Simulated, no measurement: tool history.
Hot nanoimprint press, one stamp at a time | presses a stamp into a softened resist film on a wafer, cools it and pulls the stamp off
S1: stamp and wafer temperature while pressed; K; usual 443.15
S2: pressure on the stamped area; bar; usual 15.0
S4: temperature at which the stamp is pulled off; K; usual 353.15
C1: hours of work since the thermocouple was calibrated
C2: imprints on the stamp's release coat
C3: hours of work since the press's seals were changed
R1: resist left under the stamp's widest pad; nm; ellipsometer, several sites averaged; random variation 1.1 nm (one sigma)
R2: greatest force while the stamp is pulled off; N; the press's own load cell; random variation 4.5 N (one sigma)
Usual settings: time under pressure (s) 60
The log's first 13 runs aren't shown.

Run 14, day 12.433: usual settings but S2 13.4 bar; C1 195; C2 768; C3 247. Result: R1 250.7 nm, R2 222 N.
Run 15, day 13.492: usual settings but S2 13.4 bar, S4 350.15 K; C1 211; C2 847; C3 263. Result: R1 251.0 nm, R2 242 N.
Run 16, day 14.200: usual settings but S4 354.15 K; C1 222; C2 901; C3 273. Result: R1 237.5 nm, R2 224 N.
Run 17, day 14.912: usual settings but S1 453.15 K, S2 15.8 bar, S4 341.15 K; C1 232; C2 954; C3 284. Result: R1 140.1 nm, R2 281 N.
Run 18, day 15.838: usual settings but S1 441.15 K, S2 12.0 bar, time under pressure (s) 40, S4 347.15 K; C1 246; C2 1024; C3 298. Result: R1 322.7 nm, R2 253 N.
At day 16.662: stamp cleaned and given a new release coat.
At day 16.821: gauge calibrated.
Run 19, day 16.946: usual settings but S1 441.15 K, S2 12.0 bar, time under pressure (s) 40, S4 347.15 K; C1 259; C2 21; C3 311. Result: R1 332.4 nm, R2 238 N.
Run 20, day 18.117: usual settings but S1 442.15 K, S2 12.0 bar, time under pressure (s) 106, S4 350.15 K; C1 277; C2 109; C3 329. Result: R1 232.2 nm, R2 243 N.
Run 21, day 19.208: usual settings but S1 442.15 K, S2 12.0 bar, time under pressure (s) 118, S4 345.15 K; C1 293; C2 191; C3 345. Result: R1 223.4 nm, R2 248 N.
Run 22, day 19.996: usual settings but S1 442.15 K, S2 12.0 bar, time under pressure (s) 118, S4 345.15 K; C1 305; C2 251; C3 357. Result: R1 224.3 nm, R2 251 N.
Run 23, day 21.208: usual settings but S2 17.1 bar, time under pressure (s) 113; C1 324; C2 342; C3 375. Result: R1 178.9 nm, R2 228 N.

Run 24 comes next. What will it give?
Run 24, day 22.450: usual settings but S2 14.2 bar, time under pressure (s) 68, S4 355.15 K; C1 342; C2 435; C3 394. Result: R1 ?, R2 ?.

Run 24 gave R1 237.4 nm, R2 212 N.
Without the tool's hidden state the same run would have given R1 239.2 nm, R2 211 N.
